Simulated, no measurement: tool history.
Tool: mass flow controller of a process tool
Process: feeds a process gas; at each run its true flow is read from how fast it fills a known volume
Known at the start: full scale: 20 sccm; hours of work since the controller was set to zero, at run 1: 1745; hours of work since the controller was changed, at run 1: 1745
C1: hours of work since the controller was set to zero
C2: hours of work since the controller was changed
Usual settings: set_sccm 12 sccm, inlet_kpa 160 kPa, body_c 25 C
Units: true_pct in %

Run 1, hour 0.0: usual settings; C1 1745; C2 1745. Result: true_pct 99.42 %.
Run 2, hour 129.6: usual settings; C1 1805; C2 1805. Result: true_pct 99.52 %.
Run 3, hour 356.7: usual settings; C1 1910; C2 1910. Result: true_pct 99.17 %.
Run 4, hour 542.9: usual settings; C1 1996; C2 1996. Result: true_pct 99.19 %.
Run 5, hour 709.1: usual settings; C1 2073; C2 2073. Result: true_pct 99.14 %.
Run 6, hour 858.5: usual settings but set_sccm 7 sccm; C1 2142; C2 2142. Result: true_pct 98.97 %.
Run 7, hour 997.8: usual settings but set_sccm 7 sccm; C1 2206; C2 2206. Result: true_pct 98.79 %.
Run 8, hour 1176.9: usual settings but set_sccm 7 sccm; C1 2289; C2 2289. Result: true_pct 98.62 %.
Run 9, hour 1383.7: usual settings but set_sccm 7 sccm; C1 2385; C2 2385. Result: true_pct 98.70 %.
Run 10, hour 1533.9: usual settings but set_sccm 7 sccm; C1 2454; C2 2454. Result: true_pct 98.60 %.
Run 11, hour 1747.7: usual settings but set_sccm 7 sccm; C1 2553; C2 2553. Result: true_pct 98.44 %.
Run 12, hour 1848.0: usual settings; C1 2599; C2 2599. Result: true_pct 98.38 %.
Run 13, hour 2032.1: usual settings; C1 2684; C2 2684. Result: true_pct 98.53 %.
Run 14, hour 2267.2: usual settings; C1 2793; C2 2793. Result: true_pct 98.26 %.
Run 15, hour 2387.4: usual settings; C1 2849; C2 2849. Result: true_pct 98.28 %.
Run 16, hour 2593.7: usual settings but body_c 36 C; C1 2944; C2 2944. Result: true_pct 97.10 %.
Run 17, hour 2825.7: usual settings but set_sccm 8 sccm, inlet_kpa 274 kPa; C1 3051; C2 3051. Result: true_pct 98.59 %.
Run 18, hour 2990.0: usual settings but set_sccm 8 sccm, inlet_kpa 274 kPa; C1 3128; C2 3128. Result: true_pct 98.53 %.
Run 19, hour 3167.9: usual settings but set_sccm 4 sccm, body_c 29 C; C1 3210; C2 3210. Result: true_pct 97.26 %.
Run 20, hour 3339.5: usual settings but set_sccm 4 sccm, body_c 29 C; C1 3289; C2 3289. Result: true_pct 97.20 %.
Run 21, hour 3573.8: usual settings but set_sccm 7 sccm, inlet_kpa 270 kPa, body_c 28 C; C1 3398; C2 3398. Result: true_pct 98.06 %.
Run 22, hour 3764.0: usual settings but set_sccm 2 sccm, body_c 22 C; C1 3486; C2 3486. Result: true_pct 97.48 %.
Run 23, hour 3917.5: usual settings but set_sccm 2 sccm, body_c 39 C; C1 3556; C2 3556. Result: true_pct 95.87 %.
Run 24, hour 4139.0: usual settings but set_sccm 9 sccm, inlet_kpa 192 kPa, body_c 39 C; C1 3659; C2 3659. Result: true_pct 96.22 %.

Run 25 comes next. What will it give?
At hour 4155.2: gauge calibrated.
Run 25, hour 4381.2: usual settings but inlet_kpa 238 kPa, body_c 39 C; C1 3771; C2 3771. Result: true_pct ?.

{"run 25": {"true_pct": 98.77}}
Without the tool's hidden state the same run would have given true_pct 98.88 %.

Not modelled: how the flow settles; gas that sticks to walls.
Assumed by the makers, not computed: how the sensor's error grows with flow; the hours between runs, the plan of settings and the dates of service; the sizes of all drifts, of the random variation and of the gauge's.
